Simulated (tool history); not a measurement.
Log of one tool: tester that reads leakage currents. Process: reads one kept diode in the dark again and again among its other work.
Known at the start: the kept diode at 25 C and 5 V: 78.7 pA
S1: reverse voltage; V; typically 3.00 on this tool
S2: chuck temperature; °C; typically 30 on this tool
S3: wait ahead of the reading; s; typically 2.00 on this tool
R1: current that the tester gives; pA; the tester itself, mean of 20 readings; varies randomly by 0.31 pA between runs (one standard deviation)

run,day,S1,S2,S3,R1
1,0.000,3.00,30,2.00,100.99
2,1.538,3.00,30,2.00,100.61
3,3.888,3.00,30,2.00,101.09
4,6.575,3.00,30,2.00,100.61
5,9.492,3.00,30,0.90,101.48
6,12.129,3.00,30,0.90,101.85
7,14.012,3.00,30,0.90,101.12
8,15.821,3.00,30,0.90,101.85
9,17.671,3.00,30,0.90,101.45
10,19.950,3.00,30,2.00,101.15
11,21.583,3.00,30,2.00,101.09
12,23.288,3.00,30,2.00,101.02
13,25.854,3.00,36,2.00,171.61
14,28.408,3.00,36,2.00,172.07
15,30.929,3.00,36,0.31,174.77
16,32.988,3.00,30,2.00,101.33
17,34.333,3.00,30,2.00,101.25
18,36.204,3.33,30,2.00,106.10
19,38.012,11.05,30,2.00,182.18
20,40.467,1.31,48,0.30,336.56
21,42.471,3.00,39,3.09,219.99
22,43.721,3.00,39,3.09,220.32
23,45.279,3.00,39,3.09,219.85
24,46.529,1.45,48,6.63,347.65
25,49.329,1.62,48,0.79,364.80
26,51.062,1.62,48,0.79,360.03
27,52.467,12.56,36,6.50,318.16
28,55.046,12.56,36,6.50,315.45
29,56.817,5.57,49,2.00,654.05
30,59.104,8.13,57,0.46,1438.77
31,60.592,1.26,35,2.00,107.55
32,63.079,15.99,40,0.34,507.86
33,64.617,15.99,40,0.34,474.35

Not shown here: 1 entry made in the log between runs. Locate each between two listed runs and compare the hidden state at the listed run before it with the hidden state at the listed run after it:
In the gap between runs 32 and 33: probe card cleaned and baked (day 64.533)
  stray current of the dirty probe card, pA a volt: 2.167 -> 0.024; current scale over the true one, %: -0.66 -> -0.67; true chuck temperature over the reading, C: -0.82 -> -0.84
  measured result minus the result with no hidden state, R1: -3.07 -> -37.69 pA
